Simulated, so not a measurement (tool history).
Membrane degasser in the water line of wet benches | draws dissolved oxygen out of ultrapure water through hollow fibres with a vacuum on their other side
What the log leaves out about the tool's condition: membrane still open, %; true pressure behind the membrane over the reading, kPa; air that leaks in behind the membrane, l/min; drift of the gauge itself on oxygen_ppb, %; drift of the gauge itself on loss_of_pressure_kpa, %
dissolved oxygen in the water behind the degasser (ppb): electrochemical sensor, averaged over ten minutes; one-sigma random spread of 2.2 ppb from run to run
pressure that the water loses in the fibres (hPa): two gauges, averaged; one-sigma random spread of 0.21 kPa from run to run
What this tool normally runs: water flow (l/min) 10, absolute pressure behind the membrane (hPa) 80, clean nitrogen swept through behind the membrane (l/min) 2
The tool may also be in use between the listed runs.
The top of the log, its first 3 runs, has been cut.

run     day  water flow (l/min)  absolute pressure behind the membrane (hPa)  clean nitrogen swept through behind the membrane (l/min)  hours since the membrane was changed  hours since the vacuum gauge was calibrated  hours since the vacuum lines were made tight  dissolved oxygen in the water behind the degasser (ppb)  pressure that the water loses in the fibres (hPa)
  4   3.533                   9                                           80                                                         2                                   329                                         2098                                          9357                                                      172                                              436.9
  5   5.275                   9                                           80                                                         2                                   371                                         2140                                          9399                                                    166.4                                              438.6
  6   7.079                  10                                           80                                                      2.98                                   414                                         2183                                          9442                                                    201.2                                              489.2
  7   8.233                  10                                           80                                                         2                                   442                                         2211                                          9470                                                    218.2                                              492.8
  8   9.208                   8                                           80                                                         2                                   465                                         2234                                          9494                                                    126.8                                              394.6
  9  10.625                   8                                           80                                                         2                                   499                                         2268                                          9528                                                    127.2                                              393.8
 10  12.046                  10                                           80                                                      4.17                                   533                                         2302                                          9562                                                    186.8                                              494.3
 11  13.558                  13                                           80                                                      4.17                                   570                                         2339                                          9598                                                    352.8                                              637.5
 12  15.438                  10                                          111                                                         2                                   615                                         2384                                          9643                                                      253                                              493.1
 13   16.55                  10                                          111                                                         2                                   641                                         2410                                          9670                                                    252.8                                              493.4
 14  17.938                  10                                          111                                                         2                                   675                                         2444                                          9703                                                      257                                              495.7
 15  18.746                   7                                           80                                                         2                                   694                                         2463                                          9722                                                     90.5                                              347.6
 16    20.1                  10                                           80                                                      1.18                                   727                                         2496                                          9755                                                    254.2                                              497.8
 17  21.254                  10                                           80                                                         2                                   754                                         2523                                          9783                                                      217                                              498.1
 18  22.079                  10                                           80                                                         2                                   774                                         2543                                          9802                                                    219.8                                              497.6
 19  23.271                  10                                           80                                                         2                                   803                                         2572                                          9831                                                      219                                              495.9
 20  24.921                   9                                          128                                                         2                                   842                                         2611                                          9871                                                    218.4                                              450.3
 21  25.771                  11                                        124.6                                                      4.92                                   863                                         2632                                          9891                                                    257.1                                              547.5
 22  27.392                   9                                        124.6                                                      4.44                                   902                                         2671                                          9930                                                      166                                              448.8
 23  28.162                  10                                           80                                                      2.09                                   920                                         2689                                          9948                                                    215.3                                              498.5
 24  29.346                  12                                           95                                                      4.61                                   949                                         2718                                          9977                                                    303.5                                              594.8
 25  30.175                   7                                        124.1                                                      1.99                                   968                                         2737                                          9997                                                    129.5                                              349.9
 26  30.954                   7                                        124.1                                                      1.99                                   987                                         2756                                         10015                                                    129.7                                              348.9
     31.696  -- gauge calibrated
 27  32.562                   9                                         92.2                                                      4.71                                  1026                                         2795                                         10054                                                    147.4                                              439.7
 28  34.212                   9                                         92.2                                                      4.71                                  1065                                         2834                                         10094                                                    142.7                                              439.4

Estimate the outcome of run 29 from the log above:
 29  35.375                  10                                           80                                                      4.41                                  1093                                         2862                                         10121                                                        ?                                                  ?

Run 29 yielded dissolved oxygen in the water behind the degasser (ppb) 189, pressure that the water loses in the fibres (hPa) 492.6.
The same run, on a tool lacking any hidden state, would have yielded dissolved oxygen in the water behind the degasser (ppb) 188.9, pressure that the water loses in the fibres (hPa) 491.
